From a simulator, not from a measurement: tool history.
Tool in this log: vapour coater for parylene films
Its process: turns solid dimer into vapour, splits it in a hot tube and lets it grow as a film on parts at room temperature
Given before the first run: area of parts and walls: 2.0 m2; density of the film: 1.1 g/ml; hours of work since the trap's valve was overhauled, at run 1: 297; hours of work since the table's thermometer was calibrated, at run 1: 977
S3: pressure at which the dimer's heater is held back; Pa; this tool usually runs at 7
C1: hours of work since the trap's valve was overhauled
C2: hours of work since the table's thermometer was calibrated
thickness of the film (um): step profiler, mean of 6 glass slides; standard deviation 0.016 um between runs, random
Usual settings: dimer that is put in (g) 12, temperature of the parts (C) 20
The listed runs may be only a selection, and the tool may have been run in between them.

run 1 hour=0 | dimer_that_is_put_in_(g)=12 temperature_of_the_parts_(C)=20 S3=7 | C1=297 C2=977 | thickness_of_the_film_(um)=2.9
run 2 hour=36.2 | dimer_that_is_put_in_(g)=12 temperature_of_the_parts_(C)=20 S3=7 | C1=324 C2=1004 | thickness_of_the_film_(um)=2.89
run 3 hour=69.8 | dimer_that_is_put_in_(g)=12 temperature_of_the_parts_(C)=20 S3=7 | C1=349 C2=1029 | thickness_of_the_film_(um)=2.89
run 4 hour=86.1 | dimer_that_is_put_in_(g)=12 temperature_of_the_parts_(C)=20 S3=7 | C1=362 C2=1042 | thickness_of_the_film_(um)=2.87
run 5 hour=116.3 | dimer_that_is_put_in_(g)=12 temperature_of_the_parts_(C)=13 S3=7 | C1=384 C2=1064 | thickness_of_the_film_(um)=3.76
run 6 hour=147.9 | dimer_that_is_put_in_(g)=19 temperature_of_the_parts_(C)=20 S3=7 | C1=408 C2=1088 | thickness_of_the_film_(um)=4.58
run 7 hour=171.5 | dimer_that_is_put_in_(g)=12 temperature_of_the_parts_(C)=15 S3=7 | C1=426 C2=1106 | thickness_of_the_film_(um)=3.48
-- hour=189.9 trap's valve overhauled
run 8 hour=196.4 | dimer_that_is_put_in_(g)=12 temperature_of_the_parts_(C)=20 S3=7 | C1=5 C2=1122 | thickness_of_the_film_(um)=2.89
run 9 hour=218.1 | dimer_that_is_put_in_(g)=12 temperature_of_the_parts_(C)=20 S3=7 | C1=21 C2=1138 | thickness_of_the_film_(um)=2.87
run 10 hour=236.9 | dimer_that_is_put_in_(g)=15 temperature_of_the_parts_(C)=12 S3=5.66 | C1=35 C2=1152 | thickness_of_the_film_(um)=5.01
run 11 hour=262.9 | dimer_that_is_put_in_(g)=15 temperature_of_the_parts_(C)=21 S3=6.35 | C1=55 C2=1172 | thickness_of_the_film_(um)=3.47
run 12 hour=292.1 | dimer_that_is_put_in_(g)=20 temperature_of_the_parts_(C)=28 S3=11.58 | C1=77 C2=1194 | thickness_of_the_film_(um)=3.37
run 13 hour=326.5 | dimer_that_is_put_in_(g)=10 temperature_of_the_parts_(C)=20 S3=6.73 | C1=103 C2=1220 | thickness_of_the_film_(um)=2.39
run 14 hour=346.5 | dimer_that_is_put_in_(g)=17 temperature_of_the_parts_(C)=20 S3=3.26 | C1=118 C2=1235 | thickness_of_the_film_(um)=4.41
run 15 hour=380.7 | dimer_that_is_put_in_(g)=17 temperature_of_the_parts_(C)=20 S3=3.26 | C1=144 C2=1260 | thickness_of_the_film_(um)=4.42

Forecast each of these 5 alternatives for the next run:
run A hour=402.1 | dimer_that_is_put_in_(g)=10 temperature_of_the_parts_(C)=13 S3=2.53 | C1=160 C2=1277 | thickness_of_the_film_(um)=?
run B hour=402.1 | dimer_that_is_put_in_(g)=21 temperature_of_the_parts_(C)=20 S3=3.26 | C1=160 C2=1277 | thickness_of_the_film_(um)=?
run C hour=402.1 | dimer_that_is_put_in_(g)=12 temperature_of_the_parts_(C)=23 S3=8.95 | C1=160 C2=1277 | thickness_of_the_film_(um)=?
run D hour=402.1 | dimer_that_is_put_in_(g)=9 temperature_of_the_parts_(C)=25 S3=5.17 | C1=160 C2=1277 | thickness_of_the_film_(um)=?
run E hour=402.1 | dimer_that_is_put_in_(g)=17 temperature_of_the_parts_(C)=19 S3=3.26 | C1=160 C2=1277 | thickness_of_the_film_(um)=?

run=A thickness_of_the_film_(um)=3.51
run=B thickness_of_the_film_(um)=5.44
run=C thickness_of_the_film_(um)=2.51
run=D thickness_of_the_film_(um)=1.87
run=E thickness_of_the_film_(um)=4.57
What these runs would have given with no unlogged condition in the tool:
run=A thickness_of_the_film_(um)=3.51
run=B thickness_of_the_film_(um)=5.45
run=C thickness_of_the_film_(um)=2.51
run=D thickness_of_the_film_(um)=1.87
run=E thickness_of_the_film_(um)=4.57
